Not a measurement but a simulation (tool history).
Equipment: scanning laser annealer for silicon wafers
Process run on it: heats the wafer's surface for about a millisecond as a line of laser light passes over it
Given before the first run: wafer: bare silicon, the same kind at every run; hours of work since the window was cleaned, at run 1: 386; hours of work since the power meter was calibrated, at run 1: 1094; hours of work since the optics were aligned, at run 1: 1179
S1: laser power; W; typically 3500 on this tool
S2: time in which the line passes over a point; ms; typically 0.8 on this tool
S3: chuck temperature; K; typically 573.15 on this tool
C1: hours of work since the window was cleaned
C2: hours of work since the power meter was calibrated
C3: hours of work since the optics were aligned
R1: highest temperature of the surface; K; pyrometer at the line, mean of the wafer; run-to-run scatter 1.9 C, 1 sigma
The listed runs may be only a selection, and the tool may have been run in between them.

| run | hour | S1 | S2 | S3 | C1 | C2 | C3 | R1 |
|---|---|---|---|---|---|---|---|---|
| 1 | 0 | 3500 | 0.8 | 573.15 | 386 | 1094 | 1179 | 1328.15 |
| 2 | 31.7 | 3500 | 0.8 | 573.15 | 406 | 1114 | 1199 | 1326.15 |
| 3 | 61.7 | 3500 | 0.8 | 573.15 | 425 | 1133 | 1218 | 1321.15 |
| 4 | 101 | 3500 | 0.8 | 573.15 | 450 | 1158 | 1243 | 1326.15 |
| 5 | 130.2 | 3500 | 1 | 573.15 | 468 | 1177 | 1261 | 1396.15 |
| 6 | 164.5 | 3500 | 0.8 | 573.15 | 490 | 1199 | 1283 | 1320.15 |
| 7 | 189.6 | 3500 | 0.8 | 573.15 | 506 | 1214 | 1299 | 1319.15 |
| 8 | 232.2 | 3500 | 0.8 | 573.15 | 533 | 1241 | 1326 | 1314.15 |
| 9 | 273.2 | 3500 | 0.8 | 573.15 | 559 | 1267 | 1352 | 1315.15 |
| 10 | 307.5 | 3500 | 0.8 | 573.15 | 581 | 1289 | 1374 | 1315.15 |
| 11 | 331.1 | 3727 | 0.8 | 573.15 | 596 | 1304 | 1389 | 1364.15 |
| 12 | 350.9 | 3727 | 0.8 | 573.15 | 608 | 1317 | 1401 | 1366.15 |
| 13 | 394.6 | 3727 | 0.8 | 573.15 | 636 | 1344 | 1429 | 1366.15 |
| 14 | 415 | 3018 | 0.884 | 597.15 | 649 | 1357 | 1442 | 1251.15 |
| 15 | 446.3 | 3018 | 0.884 | 600.15 | 669 | 1377 | 1462 | 1257.15 |
| 16 | 470.2 | 3018 | 0.884 | 600.15 | 684 | 1392 | 1477 | 1253.15 |
| 17 | 502.4 | 3678 | 0.637 | 560.15 | 704 | 1413 | 1497 | 1261.15 |
| 18 | 532.1 | 3043 | 0.758 | 537.15 | 723 | 1432 | 1516 | 1153.15 |
| 19 | 556 | 3797 | 0.814 | 610.15 | 738 | 1447 | 1531 | 1419.15 |
| 20 | 598.9 | 3797 | 0.814 | 610.15 | 765 | 1474 | 1558 | 1414.15 |
|  | 604.2 | window over the wafer cleaned |
| 21 | 647.4 | 3603 | 0.946 | 537.15 | 27 | 1503 | 1588 | 1391.15 |
| 22 | 679.8 | 3603 | 0.946 | 537.15 | 48 | 1524 | 1608 | 1390.15 |
| 23 | 724.6 | 3603 | 0.946 | 537.15 | 76 | 1552 | 1637 | 1382.15 |
| 24 | 761 | 3603 | 0.946 | 537.15 | 99 | 1575 | 1660 | 1378.15 |

Alternative continuations, all from the tool just after run 24; predict every row:
| A | 797.2 | 3620 | 0.651 | 567.15 | 122 | 1598 | 1683 | ? |
| B | 797.2 | 3633 | 0.572 | 573.15 | 122 | 1598 | 1683 | ? |
| C | 797.2 | 3675 | 0.81 | 579.15 | 122 | 1598 | 1683 | ? |
| D | 797.2 | 3603 | 0.946 | 584.15 | 122 | 1598 | 1683 | ? |

| run | R1 |
|---|---|
| A | 1291.15 |
| B | 1260.15 |
| C | 1388.15 |
| D | 1426.15 |
What these runs would have given with no unlogged condition in the tool:
| run | R1 |
|---|---|
| A | 1317.15 |
| B | 1284.15 |
| C | 1416.15 |
| D | 1456.15 |
